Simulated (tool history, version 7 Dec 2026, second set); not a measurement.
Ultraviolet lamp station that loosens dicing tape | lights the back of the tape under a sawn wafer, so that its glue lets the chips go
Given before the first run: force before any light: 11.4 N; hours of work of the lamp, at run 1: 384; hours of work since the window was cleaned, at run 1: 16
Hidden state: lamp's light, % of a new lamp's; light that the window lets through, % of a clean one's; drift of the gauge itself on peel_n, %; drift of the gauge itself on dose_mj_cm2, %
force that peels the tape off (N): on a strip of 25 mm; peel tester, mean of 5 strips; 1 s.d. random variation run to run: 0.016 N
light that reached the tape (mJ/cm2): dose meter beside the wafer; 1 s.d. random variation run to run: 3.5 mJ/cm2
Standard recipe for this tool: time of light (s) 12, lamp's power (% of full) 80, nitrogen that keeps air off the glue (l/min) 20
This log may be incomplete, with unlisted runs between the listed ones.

run,day,time of light (s),lamp's power (% of full),nitrogen that keeps air off the glue (l/min),hours of work of the lamp,hours of work since the window was cleaned,force that peels the tape off (N),light that reached the tape (mJ/cm2)
1,0,12,80,20,384,16,0.891,540
2,2.521,12,80,20,410,43,0.882,532
3,5.108,12,80,20,437,70,0.959,526
4,7.162,12,80,20,458,91,0.964,519
5,8.529,12,80,20,472,105,1.025,511
6,10.979,20,80,20,498,131,0.341,842
7,12.625,20,80,20,515,148,0.343,831
8,14.642,12,80,20,536,169,1.066,488
9,16.192,12,78,20,552,185,1.167,474
10,17.6,12,78,20,567,199,1.185,471
# day 18.583: window cleaned of glue's vapour
11,20.108,12,80,20,593,16,0.947,530
12,22.679,12,80,20,619,43,0.976,526
13,24.617,12,80,20,639,63,1.027,506
14,27.054,12,80,20,665,88,1.004,504
15,28.512,12,80,20,680,103,1.024,495
16,31.458,12,80,20,711,134,1.097,492
17,32.983,12,80,20,726,150,1.114,484
18,34.496,12,80,20,742,165,1.155,480
19,36.112,12,80,20,759,182,1.168,482
20,38.642,12,80,20,785,209,1.19,468
# day 38.896: window cleaned of glue's vapour
21,41.3,12,80,20,813,25,1.011,502
22,44.071,12,80,20,841,54,1.058,504
23,46.067,7,72,20,862,75,3.126,257
24,48.921,7,72,20,892,104,3.172,254
25,51.929,9,69,7,923,135,3.829,313
26,53.238,9,69,7,937,149,3.714,304
27,54.5,23,97,12,950,162,0.286,1082
28,57.329,23,64,12,979,192,0.688,703
29,58.717,7,91,32,994,206,2.108,301
# day 59.167: window cleaned of glue's vapour
30,61.258,7,80,8,1020,22,3.864,285
31,63.196,7,80,8,1040,42,3.849,282
32,64.746,20,61,8,1056,58,1.217,614
33,66.679,9,67,8,1076,78,3.836,300
34,68.208,9,61,37,1092,94,2.433,268
35,71.221,10,70,8,1124,125,3.214,339
36,73.433,15,78,6,1147,148,1.766,555
37,76.512,7,80,25,1179,180,2.905,259
38,78.8,7,69,23,1202,204,3.631,224
# day 79.304: window cleaned of glue's vapour
39,81.604,17,60,10,1231,24,1.565,507
40,84.442,17,60,10,1261,53,1.572,498
41,85.871,17,86,37,1276,68,0.365,704
42,87.317,13,80,20,1291,83,1.099,504
43,89.921,13,64,7,1318,110,2.762,390
44,92.721,13,64,7,1347,140,2.777,380

Branching from run 44: 3 alternative next runs. What would each branch give?
A,95.496,16,80,7,1376,168,?,?
B,95.496,10,68,7,1376,168,?,?
C,95.496,13,83,7,1376,168,?,?

run,force that peels the tape off (N),light that reached the tape (mJ/cm2)
A,1.448,581
B,3.771,308
C,1.966,491
Stripped of hidden state, with their random variation kept, the same runs would have yielded:
run,force that peels the tape off (N),light that reached the tape (mJ/cm2)
A,0.811,771
B,2.641,410
C,1.17,652
